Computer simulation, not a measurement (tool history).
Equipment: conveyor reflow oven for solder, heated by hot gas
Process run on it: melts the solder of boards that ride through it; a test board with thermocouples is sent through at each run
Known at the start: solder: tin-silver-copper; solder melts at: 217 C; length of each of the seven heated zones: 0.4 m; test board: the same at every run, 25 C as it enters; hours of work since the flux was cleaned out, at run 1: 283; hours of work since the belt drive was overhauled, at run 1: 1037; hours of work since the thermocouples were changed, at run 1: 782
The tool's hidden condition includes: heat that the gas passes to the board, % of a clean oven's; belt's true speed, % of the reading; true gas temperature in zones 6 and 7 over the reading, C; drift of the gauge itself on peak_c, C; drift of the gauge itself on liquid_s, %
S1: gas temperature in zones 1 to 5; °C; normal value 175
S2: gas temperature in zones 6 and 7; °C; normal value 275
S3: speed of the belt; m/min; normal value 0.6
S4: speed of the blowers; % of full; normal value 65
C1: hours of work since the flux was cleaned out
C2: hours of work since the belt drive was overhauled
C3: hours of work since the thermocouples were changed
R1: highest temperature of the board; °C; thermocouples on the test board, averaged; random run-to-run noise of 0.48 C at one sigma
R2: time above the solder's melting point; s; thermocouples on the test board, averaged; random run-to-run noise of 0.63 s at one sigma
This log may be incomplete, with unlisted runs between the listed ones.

run 1 day=0 | S1=175 S2=275 S3=0.6 S4=65 | C1=283 C2=1037 C3=782 | R1=253.8 R2=62
run 2 day=0.804 | S1=175 S2=275 S3=0.6 S4=65 | C1=297 C2=1050 C3=796 | R1=254.2 R2=62.2
-- day=1.208 belt drive overhauled, speed set with a stopwatch
run 3 day=1.675 | S1=187 S2=275 S3=0.6 S4=65 | C1=308 C2=8 C3=807 | R1=255.2 R2=67.5
run 4 day=2.762 | S1=175 S2=275 S3=0.6 S4=69 | C1=327 C2=26 C3=826 | R1=253.5 R2=60.8
run 5 day=3.396 | S1=175 S2=275 S3=0.6 S4=69 | C1=337 C2=37 C3=836 | R1=253.1 R2=59.4
run 6 day=4.488 | S1=175 S2=275 S3=0.6 S4=69 | C1=356 C2=55 C3=854 | R1=253.2 R2=60.2
run 7 day=5.092 | S1=175 S2=275 S3=0.6 S4=69 | C1=366 C2=65 C3=865 | R1=252.6 R2=60.6
run 8 day=6.225 | S1=175 S2=275 S3=0.6 S4=65 | C1=385 C2=84 C3=884 | R1=251.6 R2=60.2
run 9 day=6.754 | S1=175 S2=275 S3=0.6 S4=65 | C1=394 C2=93 C3=892 | R1=252.4 R2=58.3
run 10 day=7.454 | S1=175 S2=275 S3=0.679 S4=65 | C1=405 C2=105 C3=904 | R1=246.3 R2=46.3
-- day=7.738 flux residue cleaned out of gas plates and filters
run 11 day=8.496 | S1=185 S2=275 S3=0.6 S4=65 | C1=13 C2=119 C3=918 | R1=253 R2=63.4
run 12 day=9.412 | S1=180 S2=275 S3=0.6 S4=65 | C1=28 C2=134 C3=933 | R1=252.1 R2=60.1
run 13 day=10.608 | S1=175 S2=275 S3=0.6 S4=65 | C1=48 C2=154 C3=954 | R1=250.6 R2=58.4
run 14 day=11.221 | S1=175 S2=275 S3=0.6 S4=65 | C1=58 C2=164 C3=964 | R1=250.3 R2=57.6
run 15 day=11.771 | S1=175 S2=275 S3=0.6 S4=65 | C1=68 C2=173 C3=973 | R1=250.3 R2=56.4
run 16 day=12.438 | S1=175 S2=275 S3=0.6 S4=65 | C1=79 C2=185 C3=984 | R1=251.1 R2=57
run 17 day=13.558 | S1=175 S2=275 S3=0.6 S4=65 | C1=97 C2=203 C3=1003 | R1=250.4 R2=57.4
run 18 day=14.117 | S1=175 S2=275 S3=0.567 S4=87 | C1=107 C2=213 C3=1012 | R1=256 R2=67.4
-- day=14.971 flux residue cleaned out of gas plates and filters, once more
run 19 day=15.5 | S1=170 S2=275 S3=0.653 S4=51 | C1=9 C2=232 C3=1032 | R1=247.3 R2=48
run 20 day=16.65 | S1=169 S2=284 S3=0.609 S4=55 | C1=28 C2=252 C3=1051 | R1=258.2 R2=60.7
run 21 day=17.879 | S1=179 S2=283 S3=0.6 S4=65 | C1=49 C2=272 C3=1072 | R1=263.4 R2=68.8
run 22 day=18.733 | S1=179 S2=281 S3=0.6 S4=65 | C1=63 C2=287 C3=1086 | R1=260.3 R2=66.6
run 23 day=19.729 | S1=179 S2=281 S3=0.6 S4=65 | C1=80 C2=303 C3=1103 | R1=261 R2=66.9
run 24 day=20.604 | S1=179 S2=279 S3=0.497 S4=65 | C1=94 C2=318 C3=1118 | R1=264.5 R2=85.1
run 25 day=21.538 | S1=179 S2=279 S3=0.497 S4=65 | C1=110 C2=334 C3=1133 | R1=264.7 R2=83.5
run 26 day=22.104 | S1=170 S2=279 S3=0.575 S4=65 | C1=119 C2=343 C3=1143 | R1=257.8 R2=65.7
run 27 day=23.283 | S1=178 S2=275 S3=0.6 S4=65 | C1=139 C2=363 C3=1162 | R1=255.1 R2=61.7
run 28 day=24.112 | S1=178 S2=275 S3=0.6 S4=65 | C1=153 C2=377 C3=1176 | R1=253.9 R2=62.9
run 29 day=24.671 | S1=178 S2=275 S3=0.6 S4=65 | C1=162 C2=386 C3=1186 | R1=254.5 R2=62.9
run 30 day=25.233 | S1=165 S2=275 S3=0.515 S4=65 | C1=172 C2=396 C3=1195 | R1=257 R2=70.6

Subtracting, for every run, the result it would have given without the tool's unlogged condition from the measured result gives the following. The same run-to-run variation enters both numbers; the gauge's scatter may not:
run=1 R1=-3.5 R2=-1.8
run=2 R1=-3.7 R2=-2
run=3 R1=-4.1 R2=-3
run=4 R1=-4.6 R2=-3.9
run=5 R1=-4.8 R2=-3.9
run=6 R1=-5 R2=-4.2
run=7 R1=-5.2 R2=-4.3
run=8 R1=-5.4 R2=-4.6
run=9 R1=-5.5 R2=-4.7
run=10 R1=-6.2 R2=-5.7
run=11 R1=-6.1 R2=-4.9
run=12 R1=-6.5 R2=-5.5
run=13 R1=-7 R2=-6.2
run=14 R1=-7.1 R2=-6.3
run=15 R1=-7.2 R2=-6.4
run=16 R1=-7.4 R2=-6.5
run=17 R1=-7.6 R2=-6.8
run=18 R1=-7.7 R2=-5.9
run=19 R1=-1.9 R2=-1.5
run=20 R1=-2.3 R2=-1.3
run=21 R1=-2.6 R2=-1.2
run=22 R1=-2.7 R2=-1.4
run=23 R1=-2.9 R2=-1.5
run=24 R1=-3 R2=-1.4
run=25 R1=-3.2 R2=-1.5
run=26 R1=-3.4 R2=-2.1
run=27 R1=-3.5 R2=-2.4
run=28 R1=-3.7 R2=-2.4
run=29 R1=-3.9 R2=-2.5
run=30 R1=-4 R2=-2.8

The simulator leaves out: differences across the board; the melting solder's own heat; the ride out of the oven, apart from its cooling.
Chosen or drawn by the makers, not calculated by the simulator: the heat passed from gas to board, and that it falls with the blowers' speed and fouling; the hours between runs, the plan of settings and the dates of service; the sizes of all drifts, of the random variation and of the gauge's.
